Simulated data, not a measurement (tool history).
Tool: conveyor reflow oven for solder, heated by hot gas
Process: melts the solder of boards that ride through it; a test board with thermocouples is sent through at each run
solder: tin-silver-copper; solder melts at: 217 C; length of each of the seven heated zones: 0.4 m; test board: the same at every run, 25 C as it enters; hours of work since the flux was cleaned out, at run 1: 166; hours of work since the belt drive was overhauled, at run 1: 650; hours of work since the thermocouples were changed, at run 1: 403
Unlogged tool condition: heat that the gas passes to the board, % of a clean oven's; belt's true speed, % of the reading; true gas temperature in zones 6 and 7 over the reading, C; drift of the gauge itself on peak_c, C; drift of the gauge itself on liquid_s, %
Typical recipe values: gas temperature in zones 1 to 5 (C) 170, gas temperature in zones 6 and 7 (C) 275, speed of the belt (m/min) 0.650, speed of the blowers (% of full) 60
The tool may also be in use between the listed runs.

run   hour  gas temperature in zones 1 to 5 (C)  gas temperature in zones 6 and 7 (C)  speed of the belt (m/min)  speed of the blowers (% of full)  hours of work since the flux was cleaned out  hours of work since the belt drive was overhauled  hours of work since the thermocouples were changed  highest temperature of the board (C)  time above the solder's melting point (s)
  1    0.0                                  170                                   275                      0.650                                60                                           166                                                650                                                 403                                 249.9                                       50.5
  2   20.8                                  170                                   275                      0.650                                60                                           181                                                665                                                 418                                 250.0                                       50.1
  3   45.4                                  170                                   275                      0.650                                60                                           199                                                682                                                 436                                 249.7                                       49.8
  4   67.9                                  174                                   275                      0.650                                60                                           215                                                698                                                 452                                 250.5                                       51.6
  5  103.2                                  170                                   275                      0.650                                85                                           240                                                723                                                 477                                 254.5                                       55.0
  6  121.6                                  170                                   272                      0.650                                60                                           253                                                737                                                 490                                 246.6                                       47.1
     128.8  -- flux residue cleaned out of gas plates and filters
  7  163.6                                  170                                   275                      0.650                                60                                            25                                                763                                                 517                                 247.6                                       48.5
  8  191.0                                  159                                   275                      0.650                                60                                            45                                                783                                                 536                                 244.7                                       42.7
  9  228.9                                  159                                   275                      0.650                                60                                            72                                                810                                                 563                                 244.9                                       42.2
     239.5  -- flux residue cleaned out of gas plates and filters, once more
 10  257.6                                  159                                   275                      0.650                                60                                            13                                                827                                                 580                                 249.0                                       47.2
 11  295.6                                  159                                   275                      0.650                                60                                            40                                                854                                                 608                                 248.9                                       46.8
 12  312.3                                  159                                   275                      0.650                                60                                            52                                                866                                                 620                                 248.1                                       47.0
 13  340.6                                  159                                   275                      0.650                                60                                            72                                                886                                                 640                                 249.1                                       46.0
 14  360.0                                  159                                   275                      0.650                                60                                            86                                                900                                                 654                                 248.5                                       46.4
 15  387.3                                  170                                   275                      0.650                                67                                           106                                                920                                                 673                                 253.0                                       53.4
 16  425.8                                  170                                   275                      0.650                                67                                           133                                                947                                                 701                                 252.7                                       53.3
 17  452.0                                  162                                   271                      0.700                                60                                           152                                                966                                                 719                                 242.0                                       37.5
 18  483.7                                  179                                   275                      0.650                                87                                           175                                                988                                                 742                                 258.2                                       60.5
 19  506.1                                  179                                   275                      0.650                                87                                           191                                               1004                                                 758                                 257.7                                       59.8
 20  522.8                                  180                                   275                      0.650                                87                                           203                                               1016                                                 770                                 257.7                                       60.7
     550.0  -- thermocouples of zones 6 and 7 changed
 21  562.5                                  170                                   265                      0.650                                55                                           230                                               1043                                                   9                                 239.4                                       40.8
 22  595.0                                  172                                   279                      0.723                                76                                           253                                               1067                                                  32                                 251.9                                       46.5
     603.6  -- flux residue cleaned out of gas plates and filters
 23  638.4                                  178                                   268                      0.745                                76                                            25                                               1094                                                  60                                 246.2                                       44.2
 24  654.4                                  178                                   268                      0.745                                76                                            36                                               1106                                                  71                                 245.5                                       43.7
 25  691.1                                  170                                   272                      0.650                                73                                            63                                               1132                                                  97                                 251.5                                       53.3
 26  712.8                                  170                                   272                      0.650                                73                                            78                                               1147                                                 113                                 251.6                                       52.7
 27  745.4                                  170                                   275                      0.738                                59                                           101                                               1171                                                 136                                 244.1                                       39.4
 28  764.4                                  179                                   275                      0.694                                58                                           115                                               1184                                                 150                                 249.4                                       48.8
 29  785.2                                  179                                   275                      0.694                                58                                           130                                               1199                                                 165                                 249.5                                       48.7
 30  814.7                                  179                                   263                      0.694                                74                                           151                                               1220                                                 186                                 243.1                                       45.4
 31  836.2                                  179                                   263                      0.762                                56                                           166                                               1236                                                 201                                 235.2                                       30.8
 32  874.1                                  170                                   288                      0.650                                90                                           193                                               1263                                                 228                                 266.8                                       62.1

Measured result minus the same run's result without the hidden state. Both carry the same run-to-run variation, though not necessarily the same gauge scatter:
run  highest temperature of the board (C)  time above the solder's melting point (s)
  1                                  -1.3                                       -1.2
  2                                  -1.4                                       -1.2
  3                                  -1.7                                       -1.5
  4                                  -1.7                                       -1.5
  5                                  -2.3                                       -1.8
  6                                  -2.2                                       -2.2
  7                                  -3.1                                       -2.9
  8                                  -3.6                                       -3.7
  9                                  -4.0                                       -4.1
 10                                  +0.8                                       +0.9
 11                                  +0.6                                       +0.6
 12                                  +0.4                                       +0.5
 13                                  +0.2                                       +0.3
 14                                  +0.0                                       +0.2
 15                                  -0.2                                       +0.0
 16                                  -0.4                                       -0.2
 17                                  -0.8                                       -0.8
 18                                  -0.8                                       -0.3
 19                                  -0.9                                       -0.5
 20                                  -1.1                                       -0.5
 21                                  -2.3                                       -2.6
 22                                  -3.3                                       -2.3
 23                                  +0.1                                       +0.4
 24                                  +0.0                                       +0.3
 25                                  -0.3                                       +0.1
 26                                  -0.5                                       +0.0
 27                                  -0.8                                       -0.5
 28                                  -0.8                                       -0.4
 29                                  -0.9                                       -0.5
 30                                  -1.2                                       -1.0
 31                                  -1.3                                       -1.7
 32                                  -2.1                                       -0.5
